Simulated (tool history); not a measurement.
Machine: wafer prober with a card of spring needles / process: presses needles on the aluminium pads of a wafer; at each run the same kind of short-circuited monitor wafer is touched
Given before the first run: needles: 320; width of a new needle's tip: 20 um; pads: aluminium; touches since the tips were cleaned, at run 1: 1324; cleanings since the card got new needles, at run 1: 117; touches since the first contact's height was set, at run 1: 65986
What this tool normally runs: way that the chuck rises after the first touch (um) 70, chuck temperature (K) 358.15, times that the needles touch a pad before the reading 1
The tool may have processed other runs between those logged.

run,hour,way that the chuck rises after the first touch (um),chuck temperature (K),times that the needles touch a pad before the reading,touches since the tips were cleaned,cleanings since the card got new needles,touches since the first contact's height was set,resistance of one needle with its contact and lead (mohm),way that a needle slides on the pad (um)
1,0,70,358.15,1,1324,117,65986,188,13.49
# hour 0.7: tips cleaned on abrasive film
# hour 3.7: tips cleaned on abrasive film
# hour 6.6: tips cleaned on abrasive film
# hour 9: tips cleaned on abrasive film
# hour 11.4: tips cleaned on abrasive film
# hour 14.4: tips cleaned on abrasive film
# hour 17.4: tips cleaned on abrasive film
# hour 20.4: tips cleaned on abrasive film
# hour 23.3: tips cleaned on abrasive film
# hour 26.3: tips cleaned on abrasive film
# hour 29.3: tips cleaned on abrasive film
# hour 32.3: tips cleaned on abrasive film
# hour 35.3: tips cleaned on abrasive film
# hour 38.2: tips cleaned on abrasive film
# hour 41.2: tips cleaned on abrasive film
# hour 44.2: tips cleaned on abrasive film
# hour 47.2: tips cleaned on abrasive film
# hour 49.6: tips cleaned on abrasive film
# hour 52.6: tips cleaned on abrasive film
# hour 55: tips cleaned on abrasive film
# hour 57.9: tips cleaned on abrasive film
# hour 60.9: tips cleaned on abrasive film
# hour 63.9: tips cleaned on abrasive film
# hour 66.9: tips cleaned on abrasive film
2,67.8,70,358.15,1,666,141,110811,186,13.3
# hour 69.7: tips cleaned on abrasive film
# hour 72.6: tips cleaned on abrasive film
# hour 75.6: tips cleaned on abrasive film
# hour 78.6: tips cleaned on abrasive film
# hour 81.6: tips cleaned on abrasive film
# hour 84.6: tips cleaned on abrasive film
# hour 87.5: tips cleaned on abrasive film
# hour 90.5: tips cleaned on abrasive film
# hour 93.5: tips cleaned on abrasive film
# hour 96.5: tips cleaned on abrasive film
# hour 98.9: tips cleaned on abrasive film
# hour 101.9: tips cleaned on abrasive film
# hour 104.8: tips cleaned on abrasive film
# hour 107.8: tips cleaned on abrasive film
# hour 110.2: tips cleaned on abrasive film
# hour 113.2: tips cleaned on abrasive film
# hour 116.2: tips cleaned on abrasive film
# hour 119.2: tips cleaned on abrasive film
# hour 122.1: tips cleaned on abrasive film
# hour 124.5: tips cleaned on abrasive film
# hour 127.5: tips cleaned on abrasive film
# hour 130.5: tips cleaned on abrasive film
# hour 133.5: tips cleaned on abrasive film
# hour 136.4: tips cleaned on abrasive film
# hour 138.5: height of the first contact set anew
# hour 139.7: tips cleaned on abrasive film
# hour 142.7: tips cleaned on abrasive film
3,144.7,70,358.15,1,1376,167,4136,192,12.87
# hour 145.4: tips cleaned on abrasive film
# hour 148.4: tips cleaned on abrasive film
# hour 151.3: tips cleaned on abrasive film
# hour 154.3: tips cleaned on abrasive film
# hour 157.3: tips cleaned on abrasive film
# hour 160.3: tips cleaned on abrasive film
# hour 162.7: tips cleaned on abrasive film
# hour 165.7: tips cleaned on abrasive film
# hour 168.6: tips cleaned on abrasive film
# hour 171.6: tips cleaned on abrasive film
# hour 174.6: tips cleaned on abrasive film
# hour 177.6: tips cleaned on abrasive film
# hour 180.5: tips cleaned on abrasive film
# hour 183.5: tips cleaned on abrasive film
# hour 185.9: tips cleaned on abrasive film
# hour 188.9: tips cleaned on abrasive film
# hour 200.9: card fitted with new needles
# hour 203.9: tips cleaned on abrasive film
# hour 206.9: tips cleaned on abrasive film
# hour 209.8: tips cleaned on abrasive film
# hour 212.2: tips cleaned on abrasive film
# hour 215.2: tips cleaned on abrasive film
# hour 217.6: tips cleaned on abrasive film
# hour 220.6: tips cleaned on abrasive film
# hour 223.6: tips cleaned on abrasive film
# hour 226: tips cleaned on abrasive film
# hour 229: tips cleaned on abrasive film
# hour 231.9: tips cleaned on abrasive film
# hour 234.9: tips cleaned on abrasive film
# hour 237.3: tips cleaned on abrasive film
# hour 240.3: tips cleaned on abrasive film
4,242.2,70,352.15,1,1301,14,27323,184,13.67
# hour 242.9: tips cleaned on abrasive film
# hour 245.3: tips cleaned on abrasive film
# hour 248.3: tips cleaned on abrasive film
# hour 251.2: tips cleaned on abrasive film
# hour 254.2: tips cleaned on abrasive film
# hour 257.2: tips cleaned on abrasive film
# hour 260.2: tips cleaned on abrasive film
# hour 263.1: tips cleaned on abrasive film
# hour 266.1: tips cleaned on abrasive film
# hour 268.5: tips cleaned on abrasive film
# hour 271.5: tips cleaned on abrasive film
# hour 274.5: tips cleaned on abrasive film
# hour 277.5: tips cleaned on abrasive film
# hour 280.4: tips cleaned on abrasive film
# hour 283.4: tips cleaned on abrasive film
# hour 286.4: tips cleaned on abrasive film
# hour 289.4: tips cleaned on abrasive film
# hour 292.3: tips cleaned on abrasive film
# hour 295.3: tips cleaned on abrasive film
# hour 298.3: tips cleaned on abrasive film
# hour 300.7: tips cleaned on abrasive film
# hour 303.7: tips cleaned on abrasive film
# hour 306.7: tips cleaned on abrasive film
# hour 309.6: tips cleaned on abrasive film
# hour 312.6: tips cleaned on abrasive film
# hour 315: tips cleaned on abrasive film
# hour 318: tips cleaned on abrasive film
# hour 321: tips cleaned on abrasive film
# hour 324: tips cleaned on abrasive film
# hour 326.9: tips cleaned on abrasive film
5,329,78,325.15,1,1426,44,84734,178,14.94
# hour 329.7: tips cleaned on abrasive film
# hour 332.7: tips cleaned on abrasive film
# hour 335.6: tips cleaned on abrasive film
# hour 338.6: tips cleaned on abrasive film
# hour 341.6: tips cleaned on abrasive film
# hour 344: tips cleaned on abrasive film
# hour 347: tips cleaned on abrasive film
# hour 350: tips cleaned on abrasive film
# hour 352.4: tips cleaned on abrasive film
# hour 355.3: tips cleaned on abrasive film
# hour 358.3: tips cleaned on abrasive film
# hour 360.7: tips cleaned on abrasive film
# hour 363.7: tips cleaned on abrasive film
# hour 366.1: tips cleaned on abrasive film
# hour 369.1: tips cleaned on abrasive film
# hour 372.1: tips cleaned on abrasive film
# hour 375: tips cleaned on abrasive film
# hour 378: tips cleaned on abrasive film
# hour 380.4: tips cleaned on abrasive film
# hour 383.4: tips cleaned on abrasive film
# hour 386.4: tips cleaned on abrasive film
# hour 389.4: tips cleaned on abrasive film
# hour 392.3: tips cleaned on abrasive film
# hour 395.3: tips cleaned on abrasive film
# hour 398.3: tips cleaned on abrasive film
# hour 401.3: tips cleaned on abrasive film
# hour 404.2: tips cleaned on abrasive film
# hour 407.2: tips cleaned on abrasive film
# hour 410.2: tips cleaned on abrasive film
# hour 413.2: tips cleaned on abrasive film
# hour 416.2: tips cleaned on abrasive film
# hour 419.1: tips cleaned on abrasive film
# hour 422.1: tips cleaned on abrasive film
6,422.7,78,325.15,2,395,77,146636,177,14.71
# hour 424.6: tips cleaned on abrasive film
# hour 427: tips cleaned on abrasive film
# hour 430: tips cleaned on abrasive film
# hour 432.4: tips cleaned on abrasive film
# hour 435.4: tips cleaned on abrasive film
# hour 438.3: tips cleaned on abrasive film
# hour 439.2: height of the first contact set anew
# hour 441.6: tips cleaned on abrasive film
# hour 444.6: tips cleaned on abrasive film
# hour 447.6: tips cleaned on abrasive film
# hour 450: tips cleaned on abrasive film
# hour 453: tips cleaned on abrasive film
# hour 455.4: tips cleaned on abrasive film
# hour 458.3: tips cleaned on abrasive film
# hour 460.7: tips cleaned on abrasive film
# hour 463.7: tips cleaned on abrasive film
# hour 466.7: tips cleaned on abrasive film
# hour 469.7: tips cleaned on abrasive film
# hour 472.7: tips cleaned on abrasive film
# hour 475.1: tips cleaned on abrasive film
# hour 478: tips cleaned on abrasive film
# hour 481: tips cleaned on abrasive film
# hour 484: tips cleaned on abrasive film
# hour 487: tips cleaned on abrasive film
# hour 489.4: tips cleaned on abrasive film
# hour 492.4: tips cleaned on abrasive film
# hour 494.8: tips cleaned on abrasive film
# hour 497.7: tips cleaned on abrasive film
# hour 500.1: tips cleaned on abrasive film
# hour 503.1: tips cleaned on abrasive film
# hour 506.1: tips cleaned on abrasive film
# hour 509: tips cleaned on abrasive film
7,509,78,325.15,2,0,108,46071,172,15.22

The next listed run, before its measurement:
# hour 512: tips cleaned on abrasive film
# hour 514.9: tips cleaned on abrasive film
# hour 517.9: tips cleaned on abrasive film
# hour 520.9: tips cleaned on abrasive film
# hour 523.9: tips cleaned on abrasive film
# hour 526.9: tips cleaned on abrasive film
# hour 529.8: tips cleaned on abrasive film
# hour 532.8: tips cleaned on abrasive film
# hour 535.8: tips cleaned on abrasive film
# hour 538.8: tips cleaned on abrasive film
# hour 541.7: tips cleaned on abrasive film
# hour 544.7: tips cleaned on abrasive film
# hour 547.1: tips cleaned on abrasive film
# hour 550.1: tips cleaned on abrasive film
# hour 553.1: tips cleaned on abrasive film
# hour 556.1: tips cleaned on abrasive film
# hour 559: tips cleaned on abrasive film
# hour 561.4: tips cleaned on abrasive film
# hour 564.4: tips cleaned on abrasive film
# hour 567.4: tips cleaned on abrasive film
# hour 570.4: tips cleaned on abrasive film
# hour 573.4: tips cleaned on abrasive film
# hour 575.8: tips cleaned on abrasive film
# hour 578.7: tips cleaned on abrasive film
# hour 581.7: tips cleaned on abrasive film
# hour 584.7: tips cleaned on abrasive film
# hour 587.7: tips cleaned on abrasive film
# hour 590.6: tips cleaned on abrasive film
# hour 593.1: tips cleaned on abrasive film
# hour 596: tips cleaned on abrasive film
# hour 599: tips cleaned on abrasive film
# hour 602: tips cleaned on abrasive film
8,603.2,56,325.15,2,798,140,108377,?,?

Run 8 produced resistance of one needle with its contact and lead (mohm) 184, way that a needle slides on the pad (um) 10.47.
Take away the tool's hidden state, keep the run-to-run variation as it was, and the same run would have given resistance of one needle with its contact and lead (mohm) 177, way that a needle slides on the pad (um) 11.09.
